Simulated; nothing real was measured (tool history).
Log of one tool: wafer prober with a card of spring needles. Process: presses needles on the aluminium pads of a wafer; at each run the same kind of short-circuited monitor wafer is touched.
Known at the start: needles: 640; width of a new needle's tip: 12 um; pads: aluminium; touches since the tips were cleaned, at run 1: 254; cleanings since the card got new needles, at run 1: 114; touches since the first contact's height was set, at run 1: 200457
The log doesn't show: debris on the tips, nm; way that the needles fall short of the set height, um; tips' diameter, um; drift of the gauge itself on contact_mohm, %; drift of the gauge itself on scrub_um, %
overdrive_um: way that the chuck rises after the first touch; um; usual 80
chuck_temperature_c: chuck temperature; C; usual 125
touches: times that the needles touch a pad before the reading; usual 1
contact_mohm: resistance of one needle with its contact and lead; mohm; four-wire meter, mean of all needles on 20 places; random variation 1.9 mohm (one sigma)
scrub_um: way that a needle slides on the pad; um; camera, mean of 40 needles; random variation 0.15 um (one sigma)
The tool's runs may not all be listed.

| run | hour | overdrive_um | chuck_temperature_c | touches | touches since the tips were cleaned | cleanings since the card got new needles | touches since the first contact's height was set | contact_mohm | scrub_um |
|---|---|---|---|---|---|---|---|---|---|
| 1 | 0 | 80 | 125 | 1 | 254 | 114 | 200457 | 227 | 16.85 |
|  | 2.1 | tips cleaned on abrasive film |
|  | 4.7 | tips cleaned on abrasive film |
|  | 6.8 | tips cleaned on abrasive film |
|  | 9.2 | tips cleaned on abrasive film |
| 2 | 9.4 | 80 | 125 | 1 | 138 | 118 | 207302 | 225 | 16.73 |
|  | 11.6 | tips cleaned on abrasive film |
|  | 13.8 | tips cleaned on abrasive film |
| 3 | 13.8 | 80 | 125 | 1 | 0 | 120 | 210460 | 215 | 16.68 |
|  | 16.4 | tips cleaned on abrasive film |
|  | 18.6 | tips cleaned on abrasive film |
|  | 21.1 | tips cleaned on abrasive film |
| 4 | 21.4 | 80 | 125 | 1 | 202 | 123 | 215980 | 224 | 16.9 |
|  | 23.4 | tips cleaned on abrasive film |
|  | 25.6 | tips cleaned on abrasive film |
|  | 28.2 | tips cleaned on abrasive film |
| 5 | 29.5 | 80 | 125 | 1 | 984 | 126 | 221883 | 242 | 16.83 |
|  | 30.5 | tips cleaned on abrasive film |
|  | 33 | tips cleaned on abrasive film |
|  | 35.2 | tips cleaned on abrasive film |
| 6 | 35.9 | 80 | 51 | 1 | 527 | 129 | 226496 | 221 | 16.67 |
|  | 37.5 | tips cleaned on abrasive film |
|  | 39.6 | tips cleaned on abrasive film |
|  | 42.2 | tips cleaned on abrasive film |
| 7 | 43.4 | 80 | 125 | 1 | 881 | 132 | 231973 | 243 | 16.79 |
|  | 44.2 | height of the first contact set anew |
|  | 44.8 | tips cleaned on abrasive film |
|  | 47.4 | tips cleaned on abrasive film |
| 8 | 48.7 | 80 | 125 | 1 | 959 | 134 | 3255 | 249 | 16.14 |

Forecast run 9:
|  | 49.7 | tips cleaned on abrasive film |
|  | 51.8 | tips cleaned on abrasive film |
|  | 54.4 | tips cleaned on abrasive film |
|  | 56.9 | tips cleaned on abrasive film |
| 9 | 57.1 | 80 | 125 | 1 | 81 | 138 | 9294 | ? | ? |

contact_mohm: 221 mohm
scrub_um: 16.28 um
Without the tool's hidden state the same run would have given contact_mohm 204 mohm, scrub_um 18.84 um.
